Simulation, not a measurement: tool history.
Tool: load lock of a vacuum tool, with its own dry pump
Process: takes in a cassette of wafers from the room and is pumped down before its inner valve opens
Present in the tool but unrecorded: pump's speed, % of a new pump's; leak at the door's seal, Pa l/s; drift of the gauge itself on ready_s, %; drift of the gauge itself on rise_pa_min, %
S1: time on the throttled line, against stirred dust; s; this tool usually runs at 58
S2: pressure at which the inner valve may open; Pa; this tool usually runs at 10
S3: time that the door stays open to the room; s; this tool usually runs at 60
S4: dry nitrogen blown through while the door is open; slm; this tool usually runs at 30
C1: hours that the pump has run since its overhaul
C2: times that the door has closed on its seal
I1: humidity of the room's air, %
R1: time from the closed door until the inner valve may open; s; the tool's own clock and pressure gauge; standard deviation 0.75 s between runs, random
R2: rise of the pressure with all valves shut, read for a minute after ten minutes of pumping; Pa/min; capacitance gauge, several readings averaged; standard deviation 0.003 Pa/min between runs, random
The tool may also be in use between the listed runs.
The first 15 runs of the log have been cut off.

Run 16, hour 8486.3: usual settings but S1 33 s; C1 12851; C2 54654; I1 45.3. Result: R1 96.2 s, R2 0.023 Pa/min.
Run 17, hour 8995.6: usual settings but S1 33 s; C1 13360; C2 55657; I1 44.2. Result: R1 96.4 s, R2 0.023 Pa/min.
At hour 9056.2: door's seal changed, seat wiped.
Run 18, hour 9713.5: usual settings but S1 33 s; C1 14076; C2 1295; I1 47.4. Result: R1 96.2 s, R2 0.022 Pa/min.
Run 19, hour 10433.7: usual settings but S1 33 s; C1 14797; C2 2714; I1 45.2. Result: R1 94.7 s, R2 0.025 Pa/min.
Run 20, hour 10936.9: usual settings but S1 50 s, S2 18 Pa, S4 14 slm; C1 15300; C2 3705; I1 46. Result: R1 103.6 s, R2 0.03 Pa/min.
Run 21, hour 11630: usual settings but S3 144 s, S4 6 slm; C1 15993; C2 5071; I1 44.2. Result: R1 114.4 s, R2 0.043 Pa/min.
Run 22, hour 12305.9: usual settings but S1 80 s, S2 7 Pa, S3 72 s, S4 33 slm; C1 16669; C2 6403; I1 45.6. Result: R1 133.6 s, R2 0.018 Pa/min.
Run 23, hour 12833.1: usual settings but S1 80 s, S2 7 Pa, S3 72 s, S4 33 slm; C1 17196; C2 7441; I1 48.4. Result: R1 135.9 s, R2 0.023 Pa/min.
At hour 13075.3: dry pump taken out, an overhauled one fitted.
Run 24, hour 13167.8: usual settings but S1 80 s, S2 7 Pa, S3 72 s, S4 33 slm; C1 92; C2 8089; I1 47. Result: R1 134.4 s, R2 0.019 Pa/min.
Run 25, hour 13757.6: usual settings but S1 80 s, S2 7 Pa, S3 72 s, S4 33 slm; C1 682; C2 9251; I1 42.9. Result: R1 135 s, R2 0.024 Pa/min.
Run 26, hour 14347.2: usual settings but S1 80 s, S2 7 Pa, S3 72 s, S4 33 slm; C1 1272; C2 10413; I1 47.2. Result: R1 133.4 s, R2 0.023 Pa/min.
Run 27, hour 14675.3: usual settings but S1 80 s, S2 7 Pa, S3 72 s; C1 1600; C2 11059; I1 46.4. Result: R1 133.5 s, R2 0.02 Pa/min.
Run 28, hour 15340.5: usual settings but S3 189 s, S4 21 slm; C1 2265; C2 12370; I1 40.8. Result: R1 115.1 s, R2 0.035 Pa/min.
Run 29, hour 15956.7: usual settings but S2 18 Pa, S3 111 s; C1 2881; C2 13584; I1 43.5. Result: R1 110.7 s, R2 0.023 Pa/min.
Run 30, hour 16444.7: usual settings but S2 18 Pa, S3 111 s; C1 3369; C2 14545; I1 44.3. Result: R1 109.8 s, R2 0.024 Pa/min.
Run 31, hour 17053.8: usual settings but S2 18 Pa, S3 111 s; C1 3979; C2 15746; I1 46.4. Result: R1 109.9 s, R2 0.026 Pa/min.
Run 32, hour 17566.7: usual settings but S2 18 Pa, S3 111 s; C1 4491; C2 16756; I1 44.5. Result: R1 109.6 s, R2 0.022 Pa/min.
Run 33, hour 17900.1: usual settings but S1 48 s, S2 12 Pa, S3 111 s, S4 35 slm; C1 4825; C2 17413; I1 46.4. Result: R1 106.1 s, R2 0.023 Pa/min.
Run 34, hour 18366.7: usual settings but S1 76 s, S2 18 Pa, S3 111 s, S4 11 slm; C1 5291; C2 18332; I1 48.6. Result: R1 124.3 s, R2 0.04 Pa/min.
Run 35, hour 19081.2: usual settings but S1 76 s, S2 12 Pa, S3 52 s, S4 11 slm; C1 6006; C2 19740; I1 41.1. Result: R1 127.6 s, R2 0.027 Pa/min.
Run 36, hour 19420.2: usual settings but S1 76 s, S2 14 Pa, S3 52 s, S4 11 slm; C1 6345; C2 20408; I1 41.8. Result: R1 126.3 s, R2 0.027 Pa/min.

Each row is a separate what-if for the run after 36, all from the same tool condition, not one after another. Results?
Run A, hour 19976.8: usual settings but S1 76 s, S2 14 Pa, S3 203 s, S4 8 slm; C1 6902; C2 21505; I1 45.3. Result: R1 ?, R2 ?.
Run B, hour 19976.8: usual settings but S1 31 s, S2 14 Pa, S3 52 s, S4 21 slm; C1 6902; C2 21505; I1 43.9. Result: R1 ?, R2 ?.
Run C, hour 19976.8: usual settings but S2 7 Pa, S3 67 s; C1 6902; C2 21505; I1 46.5. Result: R1 ?, R2 ?.
Run D, hour 19976.8: usual settings but S1 40 s, S2 15 Pa, S3 30 s; C1 6902; C2 21505; I1 42.8. Result: R1 ?, R2 ?.

run     R1     R2
  A  125.5  0.051
  B   91.4  0.018
  C  116.9  0.016
  D   96.4  0.016
What these runs would have given with no unlogged condition in the tool:
run     R1     R2
  A  125.4  0.051
  B   91.4  0.018
  C  116.9  0.015
  D   96.3  0.016
